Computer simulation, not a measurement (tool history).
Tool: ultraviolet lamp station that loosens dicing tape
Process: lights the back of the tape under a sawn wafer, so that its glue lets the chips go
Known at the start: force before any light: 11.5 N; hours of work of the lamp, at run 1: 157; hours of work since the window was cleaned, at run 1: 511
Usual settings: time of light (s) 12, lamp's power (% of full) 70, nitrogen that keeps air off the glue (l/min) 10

run   hour  time of light (s)  lamp's power (% of full)  nitrogen that keeps air off the glue (l/min)  hours of work of the lamp  hours of work since the window was cleaned  force that peels the tape off (N)  light that reached the tape (mJ/cm2)
  1    0.0                 12                        70                                            10                        157                                         511                              0.765                                   168
  2    6.6                 12                        70                                            10                        160                                         514                              0.777                                   171
  3   17.0                 12                        70                                            10                        166                                         519                              0.758                                   171
  4   25.1                 12                        70                                            10                        170                                         523                              0.767                                   175
  5   36.8                 12                        70                                            10                        175                                         529                              0.764                                   169
  6   43.1                 21                        70                                            10                        179                                         532                              0.187                                   296
  7   52.5                 21                        70                                            10                        183                                         537                              0.177                                   294
  8   57.9                 13                        70                                            10                        186                                         540                              0.639                                   183
  9   67.5                 12                        79                                            10                        191                                         545                              0.578                                   191
 10   78.6                 12                        79                                            10                        196                                         550                              0.557                                   192
 11   89.7                 12                        79                                            10                        202                                         556                              0.595                                   189
 12  101.7                 12                        79                                            10                        208                                         562                              0.589                                   191
 13  113.2                 12                        79                                            10                        213                                         567                              0.576                                   185
 14  125.2                 12                        79                                            10                        219                                         573                              0.617                                   191
 15  135.7                 12                        79                                             4                        225                                         578                              1.124                                   189
 16  142.2                 12                        70                                            10                        228                                         582                              0.814                                   163
 17  151.5                 12                        70                                            10                        232                                         586                              0.823                                   167
 18  156.7                 12                        70                                            10                        235                                         589                              0.814                                   164
     157.8  -- window cleaned of glue's vapour
 19  163.5                 12                        70                                            10                        238                                           3                              0.877                                   165
 20  175.3                 12                        79                                            10                        244                                           9                              0.676                                   182
     182.1  -- window cleaned of glue's vapour, once more
 21  187.4                 12                        70                                            15                        250                                           3                              0.528                                   184
 22  195.6                 12                        70                                            10                        254                                           7                              0.669                                   183
 23  204.7                 12                        70                                             3                        258                                          11                              1.449                                   181
 24  212.8                 12                        86                                            10                        262                                          15                              0.384                                   221
 25  219.3                 12                        70                                            11                        266                                          19                              0.603                                   179
 26  226.5                 12                        61                                             9                        269                                          22                              0.995                                   158
 27  235.7                  9                        94                                            14                        274                                          27                              0.540                                   184
 28  240.7                  9                        94                                            14                        276                                          29                              0.547                                   182
 29  248.8                  9                        84                                             7                        280                                          33                              1.061                                   162
 30  260.9                  9                        84                                             7                        286                                          39                              1.103                                   161
 31  272.2                 12                        80                                            10                        292                                          45                              0.493                                   207
 32  282.0                 12                        89                                             5                        297                                          50                              0.603                                   230
 33  290.0                 16                        84                                             5                        301                                          54                              0.323                                   287
 34  301.3                 16                        84                                             5                        306                                          59                              0.317                                   288
 35  309.0                 16                        84                                             5                        310                                          63                              0.322                                   285
 36  314.1                 16                        84                                             5                        313                                          66                              0.320                                   290
 37  326.1                 16                        84                                             5                        319                                          72                              0.334                                   284
 38  338.2                 16                        84                                             5                        325                                          78                              0.336                                   282
 39  346.3                 12                        70                                             6                        329                                          82                              0.973                                   179
 40  355.2                 12                        70                                             6                        333                                          86                              0.972                                   177
 41  363.0                 24                        70                                            10                        337                                          90                              0.121                                   352
 42  372.8                 24                        70                                            10                        342                                          95                              0.128                                   350
 43  378.3                 18                        89                                             4                        345                                          98                              0.246                                   335

Hidden state or all else? Some run-to-run changes of force that peels the tape off (N), split into what the settings, what came in and random variation would give without the hidden state, and what is left for the hidden state (with any gauge scatter that isn't in both results):
The hidden state here: lamp's light, % of a new lamp's; light that the window lets through, % of a clean one's; drift of the gauge itself on peel_n, %; drift of the gauge itself on dose_mj_cm2, %.
Run 5 -> 6: time of light (s) 12 -> 21. force that peels the tape off (N) -0.577: hidden state -0.200, all else -0.377.
Run 20 -> 21: lamp's power (% of full) 79 -> 70, nitrogen that keeps air off the glue (l/min) 10 -> 15, window cleaned of glue's vapour, once more. force that peels the tape off (N) -0.148: hidden state -0.195, all else +0.047.
Run 22 -> 23: nitrogen that keeps air off the glue (l/min) 10 -> 3. force that peels the tape off (N) +0.780: hidden state +0.102, all else +0.678.
Run 23 -> 24: lamp's power (% of full) 70 -> 86, nitrogen that keeps air off the glue (l/min) 3 -> 10. force that peels the tape off (N) -1.065: hidden state -0.149, all else -0.916.
Run 40 -> 41: time of light (s) 12 -> 24, nitrogen that keeps air off the glue (l/min) 6 -> 10. force that peels the tape off (N) -0.851: hidden state -0.223, all else -0.628.

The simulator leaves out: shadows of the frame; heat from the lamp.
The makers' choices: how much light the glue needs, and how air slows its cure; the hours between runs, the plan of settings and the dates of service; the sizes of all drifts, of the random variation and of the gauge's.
